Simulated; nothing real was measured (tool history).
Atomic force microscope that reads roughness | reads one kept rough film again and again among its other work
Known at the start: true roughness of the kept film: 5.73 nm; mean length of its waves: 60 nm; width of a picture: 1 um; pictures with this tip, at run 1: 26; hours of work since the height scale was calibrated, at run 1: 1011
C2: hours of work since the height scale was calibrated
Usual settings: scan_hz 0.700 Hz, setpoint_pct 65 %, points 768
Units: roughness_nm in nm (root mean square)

{"run": 1, "day": 0.0, "scan_hz": 0.7, "setpoint_pct": 65, "points": 768, "pictures with this tip": 26, "C2": 1011, "roughness_nm": 5.382}
{"run": 2, "day": 1.958, "scan_hz": 0.7, "setpoint_pct": 65, "points": 768, "pictures with this tip": 113, "C2": 1044, "roughness_nm": 5.253}
{"run": 3, "day": 4.192, "scan_hz": 0.7, "setpoint_pct": 65, "points": 768, "pictures with this tip": 213, "C2": 1081, "roughness_nm": 5.074}
{"day": 5.079, "done": "new tip fitted"}
{"run": 4, "day": 5.454, "scan_hz": 0.7, "setpoint_pct": 65, "points": 768, "pictures with this tip": 17, "C2": 1102, "roughness_nm": 5.366}
{"run": 5, "day": 7.371, "scan_hz": 0.7, "setpoint_pct": 65, "points": 768, "pictures with this tip": 102, "C2": 1135, "roughness_nm": 5.264}
{"run": 6, "day": 8.5, "scan_hz": 0.7, "setpoint_pct": 82, "points": 768, "pictures with this tip": 152, "C2": 1154, "roughness_nm": 5.014}
{"run": 7, "day": 10.467, "scan_hz": 0.7, "setpoint_pct": 82, "points": 768, "pictures with this tip": 240, "C2": 1187, "roughness_nm": 4.841}
{"day": 10.808, "done": "new tip fitted"}
{"run": 8, "day": 11.804, "scan_hz": 0.7, "setpoint_pct": 65, "points": 768, "pictures with this tip": 44, "C2": 1209, "roughness_nm": 5.378}
{"run": 9, "day": 13.625, "scan_hz": 0.7, "setpoint_pct": 65, "points": 768, "pictures with this tip": 126, "C2": 1240, "roughness_nm": 5.182}
{"run": 10, "day": 14.888, "scan_hz": 0.7, "setpoint_pct": 81, "points": 768, "pictures with this tip": 182, "C2": 1261, "roughness_nm": 4.938}
{"run": 11, "day": 16.333, "scan_hz": 0.7, "setpoint_pct": 81, "points": 768, "pictures with this tip": 247, "C2": 1286, "roughness_nm": 4.846}
{"day": 16.567, "done": "new tip fitted"}
{"run": 12, "day": 18.617, "scan_hz": 0.7, "setpoint_pct": 65, "points": 768, "pictures with this tip": 92, "C2": 1324, "roughness_nm": 5.305}
{"run": 13, "day": 20.838, "scan_hz": 0.7, "setpoint_pct": 78, "points": 768, "pictures with this tip": 191, "C2": 1361, "roughness_nm": 4.962}
{"day": 22.338, "done": "new tip fitted"}
{"run": 14, "day": 23.179, "scan_hz": 0.514, "setpoint_pct": 65, "points": 768, "pictures with this tip": 38, "C2": 1401, "roughness_nm": 5.414}
{"run": 15, "day": 25.167, "scan_hz": 3.781, "setpoint_pct": 65, "points": 768, "pictures with this tip": 127, "C2": 1434, "roughness_nm": 4.688}
{"run": 16, "day": 27.292, "scan_hz": 3.781, "setpoint_pct": 65, "points": 768, "pictures with this tip": 221, "C2": 1470, "roughness_nm": 4.557}
{"day": 28.05, "done": "new tip fitted"}
{"run": 17, "day": 28.379, "scan_hz": 3.781, "setpoint_pct": 65, "points": 768, "pictures with this tip": 15, "C2": 1488, "roughness_nm": 4.873}
{"run": 18, "day": 29.696, "scan_hz": 0.952, "setpoint_pct": 65, "points": 283, "pictures with this tip": 74, "C2": 1510, "roughness_nm": 5.262}
{"day": 29.862, "done": "height scale calibrated on a step standard"}
{"run": 19, "day": 31.508, "scan_hz": 0.952, "setpoint_pct": 65, "points": 283, "pictures with this tip": 153, "C2": 28, "roughness_nm": 5.186}
{"run": 20, "day": 33.642, "scan_hz": 0.887, "setpoint_pct": 63, "points": 658, "pictures with this tip": 248, "C2": 64, "roughness_nm": 5.064}
{"day": 33.821, "done": "new tip fitted"}
{"day": 35.821, "done": "height scale calibrated on a step standard, once more"}
{"run": 21, "day": 36.154, "scan_hz": 2.353, "setpoint_pct": 72, "points": 459, "pictures with this tip": 102, "C2": 6, "roughness_nm": 4.724}
{"run": 22, "day": 37.688, "scan_hz": 2.353, "setpoint_pct": 86, "points": 459, "pictures with this tip": 170, "C2": 32, "roughness_nm": 4.102}
{"run": 23, "day": 38.883, "scan_hz": 3.691, "setpoint_pct": 62, "points": 601, "pictures with this tip": 224, "C2": 52, "roughness_nm": 4.632}
{"day": 39.525, "done": "new tip fitted"}
{"run": 24, "day": 41.142, "scan_hz": 0.85, "setpoint_pct": 62, "points": 752, "pictures with this tip": 72, "C2": 90, "roughness_nm": 5.232}
{"run": 25, "day": 42.308, "scan_hz": 2.143, "setpoint_pct": 89, "points": 357, "pictures with this tip": 124, "C2": 109, "roughness_nm": 4.078}
{"run": 26, "day": 43.517, "scan_hz": 2.143, "setpoint_pct": 89, "points": 357, "pictures with this tip": 178, "C2": 130, "roughness_nm": 4.038}
{"day": 45.212, "done": "new tip fitted"}
{"run": 27, "day": 45.338, "scan_hz": 2.143, "setpoint_pct": 89, "points": 357, "pictures with this tip": 5, "C2": 160, "roughness_nm": 4.228}
{"run": 28, "day": 46.325, "scan_hz": 2.755, "setpoint_pct": 69, "points": 708, "pictures with this tip": 50, "C2": 177, "roughness_nm": 4.783}
{"run": 29, "day": 48.312, "scan_hz": 2.755, "setpoint_pct": 69, "points": 708, "pictures with this tip": 138, "C2": 210, "roughness_nm": 4.638}
{"run": 30, "day": 50.058, "scan_hz": 1.212, "setpoint_pct": 69, "points": 869, "pictures with this tip": 216, "C2": 240, "roughness_nm": 4.856}
{"day": 50.967, "done": "new tip fitted"}
{"run": 31, "day": 52.454, "scan_hz": 1.212, "setpoint_pct": 69, "points": 869, "pictures with this tip": 67, "C2": 280, "roughness_nm": 5.124}

Some steps in roughness_nm between neighbouring runs. How much of each would the tool show without its hidden state too (settings, what came in, random variation), and how much is left for the hidden state, with any gauge scatter that isn't in both results?
The hidden state here: radius of the tip, nm; height scale over the true one, %; drift of the gauge itself on roughness_nm, %.
Run 3 -> 4: new tip fitted. roughness_nm +0.292 nm (root mean square): hidden state +0.321, all else -0.029.
Run 7 -> 8: setpoint_pct 82 -> 65, new tip fitted. roughness_nm +0.537 nm (root mean square): hidden state +0.281, all else +0.256.
Run 14 -> 15: scan_hz 0.514 -> 3.781. roughness_nm -0.726 nm (root mean square): hidden state -0.141, all else -0.585.
Run 16 -> 17: new tip fitted. roughness_nm +0.316 nm (root mean square): hidden state +0.318, all else -0.002.
Run 21 -> 22: setpoint_pct 72 -> 86. roughness_nm -0.622 nm (root mean square): hidden state -0.061, all else -0.561.
Run 24 -> 25: scan_hz 0.850 -> 2.143, setpoint_pct 62 -> 89, points 752 -> 357. roughness_nm -1.154 nm (root mean square): hidden state -0.041, all else -1.113.
